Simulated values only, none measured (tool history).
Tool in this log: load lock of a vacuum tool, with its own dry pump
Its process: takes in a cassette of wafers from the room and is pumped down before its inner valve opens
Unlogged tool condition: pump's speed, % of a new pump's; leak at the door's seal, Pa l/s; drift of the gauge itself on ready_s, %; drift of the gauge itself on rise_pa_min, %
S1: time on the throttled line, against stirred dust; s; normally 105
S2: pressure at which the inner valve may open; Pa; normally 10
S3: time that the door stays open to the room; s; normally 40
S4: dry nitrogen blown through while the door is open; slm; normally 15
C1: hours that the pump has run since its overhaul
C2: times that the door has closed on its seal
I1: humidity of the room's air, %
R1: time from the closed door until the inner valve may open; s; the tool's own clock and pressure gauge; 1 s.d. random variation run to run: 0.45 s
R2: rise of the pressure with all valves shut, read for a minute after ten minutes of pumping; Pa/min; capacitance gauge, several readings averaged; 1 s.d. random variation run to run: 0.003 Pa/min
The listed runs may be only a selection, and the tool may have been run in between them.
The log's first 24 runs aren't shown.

run	hour	S1	S2	S3	S4	C1	C2	I1	R1	R2
25	2388.6	105	10	173	15	8305	26942	42.4	139.5	0.206
26	2504.1	105	10	173	15	8420	27292	42.6	139.6	0.216
27	2648.2	76	14	117	23	8565	27728	44.6	111.5	0.199
28	2763.6	76	14	117	23	8680	28077	44.5	111.6	0.203
29	2845.4	76	14	117	23	8762	28325	47.4	112.5	0.209
30	2972.8	57	18	91	9	8889	28710	46.6	94.5	0.229
31	3045.2	57	18	84	9	8961	28929	43.6	94.0	0.220
32	3184.9	52	11	111	16	9101	29352	45.8	92.3	0.225
33	3322.2	123	11	179	5	9239	29767	46.7	156.1	0.266
34	3472.4	123	16	178	30	9389	30222	42.1	153.1	0.234
35	3581.0	105	13	40	15	9497	30551	45.3	138.4	0.215
36	3659.1	105	8	116	15	9575	30787	41.3	142.0	0.241
37	3734.0	54	11	43	5	9650	31014	45.2	94.4	0.232

3 ways to go on from here, each from the tool as it stands after run 37. What would each give?
A	3854.6	105	18	40	32	9771	31379	43.4	?	?
B	3854.6	192	11	188	5	9771	31379	44.3	?	?
C	3854.6	105	16	40	10	9771	31379	45.1	?	?

run	R1	R2
A	137.4	0.218
B	217.4	0.279
C	136.9	0.230
The same runs, with their run-to-run variation unchanged, on a tool lacking any hidden condition would have given:
run	R1	R2
A	135.2	0.012
B	215.7	0.077
C	134.7	0.029
